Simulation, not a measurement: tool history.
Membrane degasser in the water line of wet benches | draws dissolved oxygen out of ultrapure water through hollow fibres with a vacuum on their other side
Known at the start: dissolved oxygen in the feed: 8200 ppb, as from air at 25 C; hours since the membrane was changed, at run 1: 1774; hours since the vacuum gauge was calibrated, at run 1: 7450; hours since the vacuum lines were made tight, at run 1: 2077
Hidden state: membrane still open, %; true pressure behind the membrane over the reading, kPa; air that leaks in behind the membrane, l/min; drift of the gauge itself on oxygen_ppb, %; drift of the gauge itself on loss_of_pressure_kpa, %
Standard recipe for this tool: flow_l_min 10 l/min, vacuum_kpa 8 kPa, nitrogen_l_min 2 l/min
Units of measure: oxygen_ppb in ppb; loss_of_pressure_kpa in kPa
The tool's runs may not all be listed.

run,hour,flow_l_min,vacuum_kpa,nitrogen_l_min,hours since the membrane was changed,hours since the vacuum gauge was calibrated,hours since the vacuum lines were made tight,oxygen_ppb,loss_of_pressure_kpa
1,0,10,8,2,1774,7450,2077,185.9,49.72
2,51.8,10,8,2,1826,7502,2129,187,49.86
3,136.2,10,8,2,1911,7586,2213,183.6,50.08
4,181.2,13,8,2,1956,7631,2258,307.1,64.83
5,276.1,10,8,3.19,2050,7726,2353,164.6,49.44
6,324.2,10,8,2,2098,7774,2401,187,49.74
7,389.5,10,8,5.88,2164,7840,2467,147.4,49.66
8,474.2,10,8,5.88,2249,7924,2551,145.4,49.88
9,520.1,10,8,3.48,2294,7970,2597,162.5,49.96
10,608.5,10,9.91,2,2383,8059,2686,211.2,49.94
# hour 613.4: vacuum gauge calibrated
11,687,7,19.28,1.94,2461,74,2764,195.4,35.02
12,761.1,10,17.3,2.67,2535,148,2838,259.5,50.28
13,837.7,10,17.3,1.94,2612,224,2914,310.3,50.08
14,902.8,16,17.88,2,2677,289,2979,628.1,79.82
15,956.8,8,5.24,2,2731,343,3034,95.4,40.06
# hour 1017.7: vacuum gauge calibrated, once more
16,1017.7,10,13.89,2,2791,0,3094,250.3,50.02
17,1104.5,10,8,4.11,2878,87,3181,157,49.95
18,1202.8,11,15.37,4.11,2976,185,3279,240.1,55.06
19,1285.5,8,4.99,0.91,3059,268,3362,108.5,40.01
20,1348.7,10,4.95,1.42,3122,331,3425,157.8,49.89

Each row is a separate what-if for the run after 20, all from the same tool condition, not one after another. Results?
A,1392.7,10,19.74,1.01,3166,375,3469,?,?
B,1392.7,8,13.99,2,3166,375,3469,?,?
C,1392.7,10,8,3.47,3166,375,3469,?,?
D,1392.7,13,12.6,1.52,3166,375,3469,?,?
E,1392.7,11,4.95,2.91,3166,375,3469,?,?

run,oxygen_ppb,loss_of_pressure_kpa
A,488.8,50.23
B,174.6,40.41
C,161.7,50.2
D,416.9,64.84
E,178.2,55.08
Take away the tool's hidden state, keep each run's random variation, and the runs would have read:
run,oxygen_ppb,loss_of_pressure_kpa
A,475.1,49.43
B,166.9,39.76
C,152.6,49.39
D,401.6,63.8
E,167.9,54.19

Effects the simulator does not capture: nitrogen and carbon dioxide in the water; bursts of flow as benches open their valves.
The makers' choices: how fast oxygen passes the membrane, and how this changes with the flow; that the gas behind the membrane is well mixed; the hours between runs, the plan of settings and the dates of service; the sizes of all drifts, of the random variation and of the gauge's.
